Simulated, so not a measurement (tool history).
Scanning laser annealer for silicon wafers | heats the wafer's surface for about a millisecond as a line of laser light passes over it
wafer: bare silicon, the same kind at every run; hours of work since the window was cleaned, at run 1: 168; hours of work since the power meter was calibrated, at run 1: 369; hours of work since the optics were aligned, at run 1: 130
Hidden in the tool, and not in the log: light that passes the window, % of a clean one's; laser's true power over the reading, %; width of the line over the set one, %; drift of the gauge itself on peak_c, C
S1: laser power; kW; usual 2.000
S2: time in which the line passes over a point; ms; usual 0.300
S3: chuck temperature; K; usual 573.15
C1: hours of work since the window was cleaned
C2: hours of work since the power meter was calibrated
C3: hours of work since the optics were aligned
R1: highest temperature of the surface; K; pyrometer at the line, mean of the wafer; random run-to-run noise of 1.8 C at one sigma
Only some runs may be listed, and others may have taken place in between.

run    hour     S1     S2      S3   C1    C2   C3       R1
  1     0.0  2.000  0.300  573.15  168   369  130  1308.15
  2    22.5  2.000  0.300  573.15  179   380  141  1307.15
  3    45.4  2.144  0.300  573.15  190   392  152  1353.15
  4    76.4  2.144  0.300  599.15  205   407  167  1383.15
  5   102.6  2.144  0.300  599.15  218   420  180  1382.15
  6   140.2  2.144  0.300  599.15  237   438  199  1381.15
  7   181.0  2.144  0.300  599.15  257   458  219  1378.15
  8   204.0  2.000  0.300  573.15  268   470  230  1305.15
  9   235.8  2.000  0.300  573.15  284   485  246  1308.15
 10   274.0  2.000  0.300  573.15  302   504  265  1308.15
 11   305.1  2.000  0.300  573.15  318   519  280  1305.15
 12   339.6  2.000  0.300  573.15  335   536  297  1306.15
 13   376.2  2.000  0.300  573.15  353   554  315  1306.15
 14   399.1  2.000  0.291  573.15  364   566  326  1299.15
 15   431.9  2.000  0.300  553.15  380   582  342  1284.15
 16   459.2  2.000  0.300  573.15  394   595  356  1306.15
 17   501.6  2.000  0.285  573.15  414   616  377  1286.15
 18   523.6  2.000  0.300  568.15  425   627  387  1302.15
 19   558.6  2.000  0.300  568.15  443   644  405  1301.15
 20   604.4  2.000  0.300  568.15  465   667  427  1304.15
 21   631.8  2.000  0.300  568.15  479   680  441  1301.15
 22   659.6  1.789  0.275  612.15  492   694  454  1248.15
 23   692.2  1.798  0.300  573.15  508   710  470  1240.15
 24   723.2  1.798  0.300  573.15  524   725  486  1237.15
 25   765.5  1.798  0.248  573.15  544   746  506  1175.15
 26   803.0  2.000  0.217  573.15  563   764  525  1196.15
 27   846.1  2.000  0.217  573.15  584   785  546  1195.15
 28   876.3  1.796  0.326  573.15  599   800  561  1269.15
 29   919.0  2.000  0.278  541.15  620   821  582  1245.15
 30   940.4  1.965  0.223  535.15  630   832  592  1156.15
 31   973.9  2.000  0.237  537.15  647   848  609  1186.15
 32  1008.4  1.720  0.257  548.15  664   865  626  1138.15
 33  1040.9  2.182  0.257  548.15  680   881  642  1283.15
 34  1084.6  2.015  0.253  603.15  701   903  663  1277.15
 35  1112.5  2.015  0.253  603.15  715   917  677  1280.15
 36  1150.1  2.015  0.253  603.15  734   935  696  1279.15
 37  1182.3  2.015  0.253  603.15  749   951  711  1276.15
 38  1215.4  2.015  0.253  603.15  766   967  728  1278.15
 39  1243.8  1.884  0.230  572.15  780   981  742  1176.15
 40  1262.6  1.884  0.230  572.15  789   990  751  1177.15
 41  1281.6  1.884  0.230  572.15  798  1000  760  1175.15

Alternative continuations, all from the tool just after run 41; predict every row:
  A  1303.6  2.114  0.230  572.15  809  1011  771   ?
  B  1303.6  1.871  0.243  556.15  809  1011  771   ?
  C  1303.6  2.178  0.230  572.15  809  1011  771   ?
  D  1303.6  1.923  0.300  534.15  809  1011  771   ?

run       R1
  A  1248.15
  B  1174.15
  C  1264.15
  D  1243.15
Without the tool's hidden state the same runs would have given:
run       R1
  A  1248.15
  B  1174.15
  C  1265.15
  D  1243.15
